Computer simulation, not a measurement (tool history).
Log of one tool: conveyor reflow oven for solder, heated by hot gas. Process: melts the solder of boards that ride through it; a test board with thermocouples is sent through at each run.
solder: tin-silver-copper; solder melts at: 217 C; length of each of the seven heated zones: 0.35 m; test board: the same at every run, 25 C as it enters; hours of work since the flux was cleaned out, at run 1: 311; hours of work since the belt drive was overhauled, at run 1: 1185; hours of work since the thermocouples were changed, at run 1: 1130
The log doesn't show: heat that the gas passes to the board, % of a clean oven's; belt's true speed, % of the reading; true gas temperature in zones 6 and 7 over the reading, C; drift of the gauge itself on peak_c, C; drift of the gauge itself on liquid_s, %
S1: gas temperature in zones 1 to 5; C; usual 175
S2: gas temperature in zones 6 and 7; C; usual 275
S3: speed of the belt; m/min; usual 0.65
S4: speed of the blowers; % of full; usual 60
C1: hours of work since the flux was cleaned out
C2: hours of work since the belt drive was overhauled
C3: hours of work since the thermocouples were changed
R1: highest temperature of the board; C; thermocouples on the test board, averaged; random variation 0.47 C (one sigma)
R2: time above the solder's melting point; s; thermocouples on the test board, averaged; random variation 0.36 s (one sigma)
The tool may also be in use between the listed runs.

run	hour	S1	S2	S3	S4	C1	C2	C3	R1	R2
1	0	175	275	0.65	60	311	1185	1130	251	47.5
2	67.5	175	275	0.65	60	343	1217	1161	251.1	48
3	126.8	164	275	0.65	60	371	1244	1189	247.6	41.8
# hour 150.5: belt drive overhauled, speed set with a stopwatch
# hour 210.7: flux residue cleaned out of gas plates and filters
4	213.9	164	275	0.65	60	1	27	1225	251.3	43.9
5	275.2	183	275	0.65	60	30	56	1254	253.8	51.9
6	340.1	183	275	0.65	60	60	86	1284	254	51.6
7	376.6	183	275	0.65	60	77	103	1301	254	50.6
8	413	175	275	0.65	88	95	120	1318	259.8	53.1
9	449.2	175	275	0.65	88	111	137	1335	260.7	53.2
# hour 458.8: thermocouples of zones 6 and 7 changed
10	531.2	175	264	0.65	88	149	175	34	252.4	50.2
11	573.4	175	275	0.65	60	168	194	54	254.1	48.6
12	659.1	185	275	0.65	60	209	234	94	254.8	53.2
13	733.3	185	275	0.65	60	243	269	128	255.5	52.2
14	809.9	185	275	0.65	60	279	305	164	253.6	52.6

Run 15 comes next. What will it give?
15	858.5	185	275	0.65	60	302	327	187	?	?

R1: 254.2 C
R2: 51.4 s
Without the tool's hidden state the same run would have given R1 257.5 C, R2 53.4 s.
